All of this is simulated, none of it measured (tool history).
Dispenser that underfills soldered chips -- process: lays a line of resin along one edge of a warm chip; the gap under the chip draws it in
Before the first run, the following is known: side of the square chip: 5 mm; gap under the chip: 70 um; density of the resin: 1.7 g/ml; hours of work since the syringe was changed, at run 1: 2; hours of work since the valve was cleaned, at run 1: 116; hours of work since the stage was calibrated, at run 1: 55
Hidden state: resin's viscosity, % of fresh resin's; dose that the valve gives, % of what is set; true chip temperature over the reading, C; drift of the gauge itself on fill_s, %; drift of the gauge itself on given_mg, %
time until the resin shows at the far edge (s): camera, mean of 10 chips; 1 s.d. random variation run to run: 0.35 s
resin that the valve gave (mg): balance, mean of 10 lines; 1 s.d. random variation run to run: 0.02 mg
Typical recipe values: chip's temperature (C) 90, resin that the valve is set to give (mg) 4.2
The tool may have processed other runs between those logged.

run    day  chip's temperature (C)  resin that the valve is set to give (mg)  hours of work since the syringe was changed  hours of work since the valve was cleaned  hours of work since the stage was calibrated  time until the resin shows at the far edge (s)  resin that the valve gave (mg)
  1      0                      90                                       4.2                                            2                                        116                                            55                                              21                            4.04
     0.146  -- dispensing valve cleaned and set on the balance
  2  0.221                      90                                       4.2                                            5                                          1                                            58                                            25.5                             4.2
     0.279  -- new syringe of resin
  3  0.362                      90                                       4.2                                            2                                          4                                            61                                            20.1                            4.24
  4  0.546                      90                                       4.2                                            5                                          7                                            64                                            25.7                             4.2
     0.608  -- new syringe of resin
  5  0.804                      90                                       4.2                                            4                                         12                                            69                                            24.6                            4.16
     0.946  -- new syringe of resin
  6  1.012                      87                                       4.2                                            1                                         16                                            73                                            22.9                            4.19
  7  1.142                      87                                       4.2                                            4                                         18                                            75                                            27.3                            4.16
     1.275  -- new syringe of resin
  8  1.408                      90                                       4.2                                            3                                         23                                            80                                            22.4                            4.13
  9  1.525                      90                                       4.2                                            5                                         25                                            82                                            25.9                            4.14
     1.604  -- new syringe of resin
 10  1.696                      90                                       4.2                                            2                                         28                                            85                                            20.7                            4.14
 11  1.908                      90                                       4.2                                            6                                         32                                            89                                            27.7                            4.16
     1.942  -- new syringe of resin
 12  2.042                      90                                       4.2                                            2                                         34                                            91                                              21                            4.19
     2.271  -- new syringe of resin
 13  2.271                      90                                       4.2                                            0                                         38                                            95                                            18.4                            4.16
 14  2.442                      90                                       4.2                                            3                                         42                                            99                                            23.2                            4.13
     2.608  -- new syringe of resin
 15  2.642                      90                                       4.2                                            1                                         45                                           102                                            19.2                            4.13
 16  2.762                      90                                      3.75                                            3                                         47                                           104                                            23.3                            3.67
     2.954  -- new syringe of resin
 17  2.967                      90                                      3.75                                            0                                         51                                           108                                            19.2                            3.69
 18  3.138                      90                                      3.75                                            3                                         54                                           111                                            24.6                            3.72
     3.288  -- new syringe of resin
 19  3.338                      95                                      5.37                                            1                                         58                                           115                                            15.9                             5.3
 20  3.492                      95                                      5.37                                            4                                         61                                           118                                            19.7                            5.29
     3.621  -- new syringe of resin
 21  3.638                      95                                      5.37                                            0                                         63                                           120                                            14.8                            5.28
 22  3.767                      87                                      4.47                                            3                                         66                                           123                                              25                            4.38
 23  3.925                      76                                      3.86                                            6                                         69                                           126                                              50                            3.75
     3.954  -- new syringe of resin
 24  4.054                      76                                      3.86                                            2                                         71                                           128                                            37.7                            3.79
 25  4.183                      76                                      3.86                                            4                                         73                                           130                                            44.6                            3.76

Predict the results of run 26:
     4.288  -- new syringe of resin
 26  4.433                      85                                      5.12                                            3                                         78                                           135                                               ?                               ?

time until the resin shows at the far edge (s): 25.9
resin that the valve gave (mg): 5
If the tool had no hidden condition, the same run with the same run-to-run variation would have returned time until the resin shows at the far edge (s) 21.9, resin that the valve gave (mg) 5.12.
